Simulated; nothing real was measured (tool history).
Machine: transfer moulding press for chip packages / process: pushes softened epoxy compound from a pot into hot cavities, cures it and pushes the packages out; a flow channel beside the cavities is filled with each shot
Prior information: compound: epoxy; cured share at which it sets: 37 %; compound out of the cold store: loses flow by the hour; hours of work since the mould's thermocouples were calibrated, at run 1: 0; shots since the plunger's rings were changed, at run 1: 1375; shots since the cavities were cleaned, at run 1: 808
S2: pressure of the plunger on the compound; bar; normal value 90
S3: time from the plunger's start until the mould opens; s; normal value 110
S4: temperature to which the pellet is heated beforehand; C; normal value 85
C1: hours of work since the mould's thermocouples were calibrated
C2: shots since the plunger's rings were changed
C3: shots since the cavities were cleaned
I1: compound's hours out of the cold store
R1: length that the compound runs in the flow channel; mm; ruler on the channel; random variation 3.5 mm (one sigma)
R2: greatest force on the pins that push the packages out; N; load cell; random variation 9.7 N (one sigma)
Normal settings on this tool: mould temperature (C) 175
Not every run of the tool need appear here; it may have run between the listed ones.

run 1 day=0 | mould_temperature_(C)=175 S2=90 S3=110 S4=85 | C1=0 C2=1375 C3=808 | I1=10.6 | R1=812 R2=690
-- day=1.946 cavities cleaned with cleaning compound and waxed
run 2 day=3.712 | mould_temperature_(C)=175 S2=90 S3=110 S4=85 | C1=43 C2=2043 C3=322 | I1=15.1 | R1=784 R2=574
run 3 day=5.358 | mould_temperature_(C)=176 S2=90 S3=110 S4=85 | C1=62 C2=2345 C3=624 | I1=15.4 | R1=782 R2=630
run 4 day=8.062 | mould_temperature_(C)=175 S2=89.6 S3=110 S4=85 | C1=94 C2=2841 C3=1120 | I1=32.4 | R1=729 R2=688
-- day=8.35 cavities cleaned with cleaning compound and waxed
run 5 day=11.242 | mould_temperature_(C)=175 S2=90 S3=110 S4=85 | C1=131 C2=3411 C3=529 | I1=33.3 | R1=727 R2=603
run 6 day=13.275 | mould_temperature_(C)=175 S2=90 S3=110 S4=85 | C1=155 C2=3783 C3=901 | I1=22.4 | R1=750 R2=667
-- day=14.925 cavities cleaned with cleaning compound and waxed
run 7 day=15.083 | mould_temperature_(C)=175 S2=90 S3=110 S4=85 | C1=175 C2=4102 C3=28 | I1=39.3 | R1=702 R2=455
-- day=18.604 plunger's sealing rings changed
run 8 day=19.092 | mould_temperature_(C)=175 S2=85.8 S3=110 S4=85 | C1=221 C2=90 C3=744 | I1=11.6 | R1=811 R2=657
-- day=21.454 cavities cleaned with cleaning compound and waxed
run 9 day=22.679 | mould_temperature_(C)=175 S2=85.8 S3=110 S4=87 | C1=263 C2=735 C3=224 | I1=20.8 | R1=773 R2=536
run 10 day=24.479 | mould_temperature_(C)=175 S2=90 S3=110 S4=77 | C1=284 C2=1065 C3=554 | I1=33.3 | R1=757 R2=617
run 11 day=27.329 | mould_temperature_(C)=175 S2=90 S3=110 S4=85 | C1=317 C2=1586 C3=1075 | I1=36.5 | R1=742 R2=663
-- day=27.642 mould's thermocouples calibrated
-- day=28.046 cavities cleaned with cleaning compound and waxed
run 12 day=30.983 | mould_temperature_(C)=175 S2=90 S3=110 S4=85 | C1=39 C2=2229 C3=539 | I1=31 | R1=746 R2=623
run 13 day=33.242 | mould_temperature_(C)=175 S2=90 S3=107 S4=85 | C1=65 C2=2642 C3=952 | I1=34.9 | R1=735 R2=703
-- day=34.3 cavities cleaned with cleaning compound and waxed
run 14 day=35.196 | mould_temperature_(C)=175 S2=90 S3=107 S4=85 | C1=87 C2=2988 C3=163 | I1=16.2 | R1=777 R2=537
run 15 day=37.604 | mould_temperature_(C)=175 S2=90 S3=107 S4=85 | C1=116 C2=3430 C3=605 | I1=40.2 | R1=715 R2=644
-- day=40.662 cavities cleaned with cleaning compound and waxed
run 16 day=41.2 | mould_temperature_(C)=175 S2=72.7 S3=110 S4=83 | C1=157 C2=4076 C3=98 | I1=28.9 | R1=651 R2=482
run 17 day=43.871 | mould_temperature_(C)=175 S2=90.7 S3=110 S4=83 | C1=189 C2=4565 C3=587 | I1=41.5 | R1=700 R2=623
-- day=44.729 plunger's sealing rings changed
-- day=47.129 cavities cleaned with cleaning compound and waxed
run 18 day=47.429 | mould_temperature_(C)=175 S2=90.7 S3=110 S4=83 | C1=229 C2=483 C3=55 | I1=20.7 | R1=796 R2=515
run 19 day=50.4 | mould_temperature_(C)=169 S2=90.7 S3=91 S4=83 | C1=264 C2=1027 C3=599 | I1=38.1 | R1=761 R2=1307
run 20 day=53.004 | mould_temperature_(C)=173 S2=104.5 S3=91 S4=84 | C1=294 C2=1504 C3=1076 | I1=48 | R1=780 R2=979
-- day=53.7 cavities cleaned with cleaning compound and waxed
-- day=55.388 mould's thermocouples calibrated
run 21 day=55.971 | mould_temperature_(C)=169 S2=104.5 S3=94 S4=84 | C1=7 C2=2020 C3=400 | I1=41.2 | R1=805 R2=1127
-- day=60.067 cavities cleaned with cleaning compound and waxed
run 22 day=60.067 | mould_temperature_(C)=169 S2=104.5 S3=94 S4=84 | C1=54 C2=2759 C3=0 | I1=29.3 | R1=827 R2=850
run 23 day=62.542 | mould_temperature_(C)=173 S2=90 S3=147 S4=85 | C1=83 C2=3212 C3=453 | I1=33.4 | R1=735 R2=529
run 24 day=66.212 | mould_temperature_(C)=175 S2=104 S3=110 S4=85 | C1=127 C2=3884 C3=1125 | I1=16.3 | R1=822 R2=723
-- day=66.538 cavities cleaned with cleaning compound and waxed
run 25 day=69.204 | mould_temperature_(C)=175 S2=104 S3=110 S4=85 | C1=161 C2=4421 C3=489 | I1=8.6 | R1=838 R2=615
-- day=70.958 plunger's sealing rings changed
run 26 day=71.017 | mould_temperature_(C)=175 S2=104 S3=110 S4=85 | C1=181 C2=10 C3=801 | I1=33 | R1=820 R2=690
run 27 day=72.629 | mould_temperature_(C)=167 S2=90.1 S3=106 S4=82 | C1=200 C2=306 C3=1097 | I1=30.6 | R1=800 R2=1219

3 ways to go on from here, each from the tool as it stands after run 27. What would each give?
-- day=72.925 cavities cleaned with cleaning compound and waxed
run A day=74.317 | mould_temperature_(C)=175 S2=90 S3=104 S4=78 | C1=219 C2=603 C3=255 | I1=17.7 | R1=? R2=?
-- day=72.925 cavities cleaned with cleaning compound and waxed
run B day=74.317 | mould_temperature_(C)=175 S2=73.8 S3=110 S4=78 | C1=219 C2=603 C3=255 | I1=10.1 | R1=? R2=?
-- day=72.925 cavities cleaned with cleaning compound and waxed
run C day=74.317 | mould_temperature_(C)=175 S2=96.3 S3=130 S4=88 | C1=219 C2=603 C3=255 | I1=20.4 | R1=? R2=?

run=A R1=797 R2=571
run=B R1=748 R2=547
run=C R1=822 R2=482
The same runs, with their run-to-run variation unchanged, on a tool lacking any hidden condition would have given:
run=A R1=806 R2=472
run=B R1=757 R2=451
run=C R1=832 R2=395
